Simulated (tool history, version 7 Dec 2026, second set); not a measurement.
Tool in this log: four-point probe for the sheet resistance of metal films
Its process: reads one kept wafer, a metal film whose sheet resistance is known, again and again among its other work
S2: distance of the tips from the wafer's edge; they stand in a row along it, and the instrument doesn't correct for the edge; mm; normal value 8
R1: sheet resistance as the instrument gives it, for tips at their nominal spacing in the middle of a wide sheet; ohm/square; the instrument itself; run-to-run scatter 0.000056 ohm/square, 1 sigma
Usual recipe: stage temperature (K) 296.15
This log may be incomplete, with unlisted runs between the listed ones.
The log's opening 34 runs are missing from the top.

{"run": 35, "day": 82.183, "stage temperature (K)": 297.15, "S2": 26, "R1": 0.282391}
{"run": 36, "day": 84.562, "stage temperature (K)": 298.15, "S2": 26, "R1": 0.282358}
{"run": 37, "day": 86.338, "stage temperature (K)": 298.15, "S2": 26, "R1": 0.282548}
{"run": 38, "day": 87.8, "stage temperature (K)": 293.15, "S2": 13, "R1": 0.283073}
{"run": 39, "day": 91.225, "stage temperature (K)": 299.15, "S2": 16, "R1": 0.282648}
{"run": 40, "day": 94.017, "stage temperature (K)": 299.15, "S2": 16, "R1": 0.282827}
{"day": 95.883, "done": "new probe head fitted"}
{"run": 41, "day": 96.25, "stage temperature (K)": 307.15, "S2": 21, "R1": 0.278458}
{"run": 42, "day": 99.692, "stage temperature (K)": 298.15, "S2": 47, "R1": 0.279155}
{"run": 43, "day": 102.412, "stage temperature (K)": 296.15, "S2": 16, "R1": 0.279516}
{"run": 44, "day": 104.404, "stage temperature (K)": 296.15, "S2": 60, "R1": 0.279459}

Below are 4 alternative next runs, each starting from the tool's condition after run 44. Predict each:
{"run": "A", "day": 107.179, "stage temperature (K)": 305.15, "S2": 8, "R1": "?"}
{"run": "B", "day": 107.179, "stage temperature (K)": 297.15, "S2": 43, "R1": "?"}
{"run": "C", "day": 107.179, "stage temperature (K)": 294.15, "S2": 20, "R1": "?"}
{"run": "D", "day": 107.179, "stage temperature (K)": 297.15, "S2": 25, "R1": "?"}

run=A R1=0.279463
run=B R1=0.279544
run=C R1=0.279768
run=D R1=0.279414
Without the tool's hidden state the same runs would have given:
run=A R1=0.279628
run=B R1=0.279708
run=C R1=0.279932
run=D R1=0.279578
